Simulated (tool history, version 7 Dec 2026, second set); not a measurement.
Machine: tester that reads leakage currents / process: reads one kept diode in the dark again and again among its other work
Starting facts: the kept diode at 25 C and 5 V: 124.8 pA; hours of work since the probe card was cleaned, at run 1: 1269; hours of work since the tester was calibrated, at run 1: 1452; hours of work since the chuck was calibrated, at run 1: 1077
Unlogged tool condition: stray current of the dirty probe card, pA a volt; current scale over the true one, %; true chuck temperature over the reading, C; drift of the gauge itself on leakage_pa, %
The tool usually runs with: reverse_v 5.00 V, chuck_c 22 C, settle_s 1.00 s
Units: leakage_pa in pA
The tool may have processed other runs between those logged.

run    hour  reverse_v  chuck_c  settle_s  hours of work since the probe card was cleaned  hours of work since the tester was calibrated  hours of work since the chuck was calibrated  leakage_pa
  1     0.0       5.00       22      1.00                                            1269                                           1452                                          1077       94.26
  2    36.1       5.00       22      1.00                                            1297                                           1480                                          1105       94.73
       79.0  -- probe card cleaned and baked
  3   110.9       5.00       22      2.59                                              25                                           1537                                          1161       93.49
  4   183.8       5.00       22      2.59                                              82                                           1594                                          1219       94.22
  5   219.5       5.00       22      1.00                                             110                                           1622                                          1247       94.76
  6   281.5       5.00       22      1.00                                             159                                           1671                                          1295       95.18
  7   344.6       5.00       22      2.18                                             209                                           1720                                          1345       94.04
  8   405.0       5.00       22      2.18                                             256                                           1768                                          1392       94.12
      421.1  -- chuck's temperature calibrated
  9   480.8       5.00       22      1.00                                             314                                           1826                                            47       94.94
 10   557.1       5.00       22      1.00                                             374                                           1885                                           107       94.32
 11   590.5       7.46       22      1.00                                             400                                           1912                                           133      107.44
 12   658.2       7.46       22      1.00                                             453                                           1965                                           186      108.23
 13   690.0       5.00       22      1.00                                             478                                           1990                                           211       94.81
 14   761.8       5.00       22      1.00                                             534                                           2046                                           267       94.74
 15   831.6       5.00       22      1.00                                             589                                           2101                                           322       94.54
 16   879.7       5.00       22      1.00                                             627                                           2139                                           360       95.09
 17   922.0       5.00       22      1.00                                             660                                           2172                                           393       94.65
 18   958.7       5.00       22      1.00                                             689                                           2201                                           422       94.95
 19  1015.2       5.00       22      1.04                                             733                                           2245                                           466       94.69
 20  1089.0       5.00       22      2.61                                             791                                           2303                                           524       93.70
 21  1160.3       5.00       22      1.00                                             847                                           2359                                           580       94.92
 22  1201.9       5.00       45      0.72                                             880                                           2392                                           613      766.66
 23  1275.7       5.00       45      0.72                                             938                                           2450                                           671      764.89
 24  1320.8       5.00       29      1.00                                             973                                           2485                                           706      183.76
 25  1385.8       5.00       29      1.00                                            1024                                           2536                                           757      184.95
 26  1441.8       3.09       28      1.00                                            1068                                           2580                                           801      145.38
 27  1512.5       3.36       23      1.06                                            1124                                           2635                                           857       92.38
 28  1588.6       3.36       23      1.06                                            1183                                           2695                                           917       91.72
 29  1654.0       2.28       47      2.95                                            1235                                           2747                                           968      710.30
 30  1690.4       1.20       26      1.51                                            1263                                           2775                                           996       89.27
 31  1765.6       1.20       26      5.09                                            1322                                           2834                                          1055       89.27
     1778.2  -- probe card cleaned and baked
 32  1816.9       1.37       24      0.38                                              30                                           2872                                          1093       78.01
 33  1879.8       3.59       24      0.46                                              80                                           2921                                          1143      104.59
 34  1939.4       2.75       28      0.46                                             127                                           2968                                          1190      140.34
 35  2000.8       9.97       22      3.01                                             175                                           3016                                          1238      116.32
 36  2041.0       7.43       53      1.02                                             206                                           3048                                          1269     1666.47
 37  2074.1       5.26       37      2.44                                             232                                           3074                                          1295      385.35
 38  2114.5       7.83       37      1.63                                             264                                           3106                                          1327      437.42
 39  2158.2       2.48       45      1.68                                             298                                           3140                                          1361      614.60
     2215.9  -- chuck's temperature calibrated
 40  2223.9       2.48       45      1.68                                             348                                           3190                                             6      613.95
 41  2297.4       2.48       45      0.54                                             406                                           3248                                            64      615.14

Below are 3 alternative next runs, each starting from the tool's condition after run 41. Predict each:
  A  2359.0       1.66       34      8.32                                             454                                           3296                                           112           ?
  B  2359.0       2.76       46      8.22                                             454                                           3296                                           112           ?
  C  2359.0      18.21       43      0.51                                             454                                           3296                                           112           ?

run  leakage_pa
  A      206.71
  B      690.97
  C      962.89
Stripped of hidden state, with their random variation kept, the same runs would have yielded:
run  leakage_pa
  A      206.69
  B      690.94
  C      962.81

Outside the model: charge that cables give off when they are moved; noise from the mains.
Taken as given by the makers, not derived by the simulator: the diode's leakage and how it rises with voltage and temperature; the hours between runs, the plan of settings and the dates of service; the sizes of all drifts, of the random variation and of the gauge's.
